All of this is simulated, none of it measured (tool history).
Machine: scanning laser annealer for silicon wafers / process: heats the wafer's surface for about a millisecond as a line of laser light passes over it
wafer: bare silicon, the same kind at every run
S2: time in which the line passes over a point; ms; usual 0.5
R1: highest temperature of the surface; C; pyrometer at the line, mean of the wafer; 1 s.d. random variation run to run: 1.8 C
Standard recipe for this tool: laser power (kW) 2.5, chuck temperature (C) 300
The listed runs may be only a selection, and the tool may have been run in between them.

{"run": 1, "hour": 0.0, "laser power (kW)": 2.5, "S2": 0.5, "chuck temperature (C)": 300, "R1": 1082}
{"run": 2, "hour": 8.0, "laser power (kW)": 2.5, "S2": 0.358, "chuck temperature (C)": 300, "R1": 943}
{"run": 3, "hour": 16.3, "laser power (kW)": 2.5, "S2": 0.358, "chuck temperature (C)": 300, "R1": 943}
{"run": 4, "hour": 24.5, "laser power (kW)": 2.5, "S2": 0.358, "chuck temperature (C)": 300, "R1": 941}
{"run": 5, "hour": 30.1, "laser power (kW)": 2.5, "S2": 0.358, "chuck temperature (C)": 299, "R1": 942}
{"run": 6, "hour": 34.1, "laser power (kW)": 2.5, "S2": 0.5, "chuck temperature (C)": 300, "R1": 1079}
{"run": 7, "hour": 39.6, "laser power (kW)": 2.5, "S2": 0.5, "chuck temperature (C)": 300, "R1": 1078}
{"run": 8, "hour": 47.3, "laser power (kW)": 2.5, "S2": 0.5, "chuck temperature (C)": 277, "R1": 1052}
{"run": 9, "hour": 56.7, "laser power (kW)": 2.488, "S2": 0.551, "chuck temperature (C)": 300, "R1": 1119}
{"run": 10, "hour": 65.9, "laser power (kW)": 2.488, "S2": 0.551, "chuck temperature (C)": 300, "R1": 1118}

Run 11, settings as shown, results not yet in. Your forecast:
{"run": 11, "hour": 74.8, "laser power (kW)": 2.437, "S2": 0.386, "chuck temperature (C)": 321, "R1": "?"}

R1: 976 C
The same run, on a tool lacking any hidden state, would have yielded R1 977 C.

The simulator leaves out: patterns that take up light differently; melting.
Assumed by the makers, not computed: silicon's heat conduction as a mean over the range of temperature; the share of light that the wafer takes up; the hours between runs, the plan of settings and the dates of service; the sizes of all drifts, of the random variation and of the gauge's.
